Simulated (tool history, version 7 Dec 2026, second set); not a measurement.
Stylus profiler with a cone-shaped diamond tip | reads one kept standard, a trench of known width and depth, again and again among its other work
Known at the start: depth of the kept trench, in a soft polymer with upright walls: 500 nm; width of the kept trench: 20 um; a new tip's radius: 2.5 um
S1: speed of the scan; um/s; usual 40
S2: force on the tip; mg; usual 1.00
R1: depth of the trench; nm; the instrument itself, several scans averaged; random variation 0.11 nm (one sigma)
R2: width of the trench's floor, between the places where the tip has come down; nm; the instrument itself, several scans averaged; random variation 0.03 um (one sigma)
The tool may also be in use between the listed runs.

run,day,S1,S2,R1,R2
1,0.000,40,1.00,502.70,15860
2,3.204,40,1.46,503.55,15910
3,8.708,40,1.84,504.14,15680
4,11.579,40,1.84,504.04,15670
5,16.592,40,1.84,504.06,15610
6,22.354,40,0.46,500.60,15330
# day 22.817: new tip fitted, height scale calibrated
7,25.938,54,1.00,503.28,16730
8,30.638,54,1.00,503.07,16570
9,33.629,40,1.00,502.94,16560
10,38.050,40,1.00,502.93,16460
11,40.708,40,2.44,505.79,16480
12,44.354,34,1.00,502.97,16330
13,49.879,34,1.00,502.51,16250
14,54.329,40,2.12,504.77,16140
15,56.842,40,0.67,501.57,15950
16,59.400,40,0.67,501.56,15880
17,64.108,40,0.67,501.47,15790
18,66.446,40,0.67,501.64,15760
19,70.462,40,1.00,502.11,15710
20,75.967,116,0.68,501.32,15220
21,79.142,75,1.10,502.18,15380
22,82.783,75,2.19,504.35,15470
# day 85.096: new tip fitted, height scale calibrated
23,85.842,40,2.66,506.93,16840
24,88.175,40,2.66,506.71,16780
25,90.625,40,2.66,506.82,16740
26,95.925,22,0.34,501.71,16550
27,100.017,40,0.66,502.68,16400
28,104.112,82,1.35,504.12,16200
29,107.054,30,0.56,501.92,16280
30,112.704,10,1.57,504.61,16210
31,118.138,10,1.57,504.07,16150
32,120.783,17,1.00,502.92,15980
33,124.854,17,1.00,502.73,15920
34,130.346,13,2.52,505.63,15850
35,134.679,14,1.00,502.66,15720
36,138.008,14,1.00,502.48,15680
37,143.208,88,0.44,501.15,15130
38,145.850,62,0.92,502.12,15330

Measured less the same run without the tool's hidden state. The same run-to-run variation is in both; the gauge's scatter may not be:
The hidden state here: radius of the tip, um; height scale over the true one, %; drift of the gauge itself on depth_nm, %; drift of the gauge itself on floor_um, %.
run,R1,R2
1,-0.83,-980
2,-0.91,-1040
3,-1.03,-1170
4,-1.10,-1230
5,-1.21,-1330
6,-1.35,-1440
7,-0.16,-80
8,-0.27,-190
9,-0.35,-270
10,-0.46,-400
11,-0.53,-470
12,-0.62,-550
13,-0.76,-700
14,-0.88,-810
15,-0.93,-850
16,-0.99,-930
17,-1.11,-1020
18,-1.16,-1070
19,-1.25,-1160
20,-1.38,-1270
21,-1.46,-1340
22,-1.55,-1400
23,+0.27,-80
24,+0.20,-140
25,+0.15,-210
26,+0.03,-350
27,-0.06,-440
28,-0.17,-540
29,-0.24,-610
30,-0.37,-740
31,-0.51,-870
32,-0.56,-930
33,-0.66,-1020
34,-0.79,-1130
35,-0.89,-1220
36,-0.96,-1290
37,-1.08,-1390
38,-1.14,-1440
